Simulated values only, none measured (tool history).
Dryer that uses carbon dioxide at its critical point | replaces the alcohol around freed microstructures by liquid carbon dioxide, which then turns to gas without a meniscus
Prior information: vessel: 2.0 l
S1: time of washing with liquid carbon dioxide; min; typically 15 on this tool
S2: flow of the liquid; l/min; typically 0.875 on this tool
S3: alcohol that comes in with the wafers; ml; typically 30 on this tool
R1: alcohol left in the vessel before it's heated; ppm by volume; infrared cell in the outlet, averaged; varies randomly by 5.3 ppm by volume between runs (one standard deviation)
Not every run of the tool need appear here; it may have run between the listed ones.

run 1 hour=0.0 | S1=15 S2=0.875 S3=30 | R1=179
run 2 hour=14.2 | S1=15 S2=0.875 S3=108 | R1=588
run 3 hour=27.8 | S1=13 S2=0.875 S3=108 | R1=1075
run 4 hour=50.6 | S1=13 S2=0.875 S3=103 | R1=1017
run 5 hour=69.2 | S1=13 S2=0.875 S3=103 | R1=1009
run 6 hour=81.7 | S1=13 S2=0.875 S3=103 | R1=1033
run 7 hour=91.3 | S1=13 S2=0.875 S3=103 | R1=1051
run 8 hour=110.1 | S1=13 S2=0.875 S3=103 | R1=1070
run 9 hour=123.8 | S1=10 S2=0.875 S3=30 | R1=787
run 10 hour=144.5 | S1=19 S2=0.875 S3=30 | R1=94
run 11 hour=156.5 | S1=19 S2=0.875 S3=30 | R1=91
run 12 hour=180.3 | S1=15 S2=0.875 S3=24 | R1=193
run 13 hour=195.3 | S1=15 S2=0.875 S3=24 | R1=193
run 14 hour=214.1 | S1=15 S2=0.875 S3=24 | R1=192
run 15 hour=224.3 | S1=15 S2=0.875 S3=24 | R1=181
run 16 hour=245.8 | S1=15 S2=0.875 S3=24 | R1=200
run 17 hour=267.4 | S1=15 S2=0.875 S3=24 | R1=205
run 18 hour=283.3 | S1=15 S2=0.875 S3=24 | R1=205
run 19 hour=304.4 | S1=15 S2=0.875 S3=24 | R1=200
run 20 hour=325.6 | S1=15 S2=1.395 S3=30 | R1=63
run 21 hour=338.6 | S1=15 S2=1.395 S3=30 | R1=61
run 22 hour=351.5 | S1=15 S2=0.875 S3=30 | R1=267
run 23 hour=371.9 | S1=15 S2=0.875 S3=30 | R1=263
run 24 hour=391.9 | S1=18 S2=0.875 S3=30 | R1=148
run 25 hour=409.0 | S1=18 S2=0.875 S3=62 | R1=251
run 26 hour=426.8 | S1=19 S2=1.360 S3=105 | R1=51
run 27 hour=439.8 | S1=15 S2=1.095 S3=29 | R1=131
run 28 hour=461.5 | S1=17 S2=0.911 S3=53 | R1=248
run 29 hour=472.6 | S1=12 S2=1.020 S3=53 | R1=619
run 30 hour=482.9 | S1=12 S2=0.820 S3=92 | R1=2183
run 31 hour=503.0 | S1=12 S2=0.976 S3=30 | R1=437
run 32 hour=519.3 | S1=21 S2=0.875 S3=30 | R1=106
run 33 hour=534.1 | S1=12 S2=0.650 S3=95 | R1=4237
run 34 hour=547.5 | S1=12 S2=0.650 S3=95 | R1=4280
run 35 hour=566.9 | S1=24 S2=0.875 S3=34 | R1=83
-- hour=579.9 inlet filter changed
run 36 hour=588.8 | S1=15 S2=0.955 S3=24 | R1=108
run 37 hour=601.8 | S1=13 S2=0.955 S3=43 | R1=280
run 38 hour=625.2 | S1=21 S2=0.552 S3=73 | R1=573
run 39 hour=648.4 | S1=18 S2=0.789 S3=97 | R1=330
run 40 hour=664.4 | S1=18 S2=0.789 S3=97 | R1=344
run 41 hour=682.7 | S1=15 S2=0.789 S3=117 | R1=867
run 42 hour=703.0 | S1=10 S2=1.252 S3=77 | R1=487
run 43 hour=723.6 | S1=10 S2=1.252 S3=77 | R1=499
run 44 hour=740.7 | S1=18 S2=0.714 S3=116 | R1=637
run 45 hour=763.7 | S1=22 S2=0.701 S3=20 | R1=101
run 46 hour=784.8 | S1=21 S2=1.102 S3=39 | R1=71
run 47 hour=801.0 | S1=21 S2=1.102 S3=39 | R1=59

Selected run-to-run steps in R1, each split into two signed amounts: the part the tool would show with no hidden state at all (from settings, incoming material and random variation), and the remainder, which goes to the hidden state together with any gauge scatter not common to the measured and the hidden-state-free results:
Hidden state present: flow that reaches the vessel past the clogged filter, %; alcohol in the recycled carbon dioxide, ppm; drift of the gauge itself on alcohol_ppm, %.
Run 30 -> 31: S2 0.820 -> 0.976, S3 92 -> 30. R1 -1746 ppm by volume: hidden state -726, all else -1020.
Run 32 -> 33: S1 21 -> 12, S2 0.875 -> 0.650, S3 30 -> 95. R1 +4131 ppm by volume: hidden state +1558, all else +2573.
Run 34 -> 35: S1 12 -> 24, S2 0.650 -> 0.875, S3 95 -> 34. R1 -4197 ppm by volume: hidden state -1614, all else -2583.
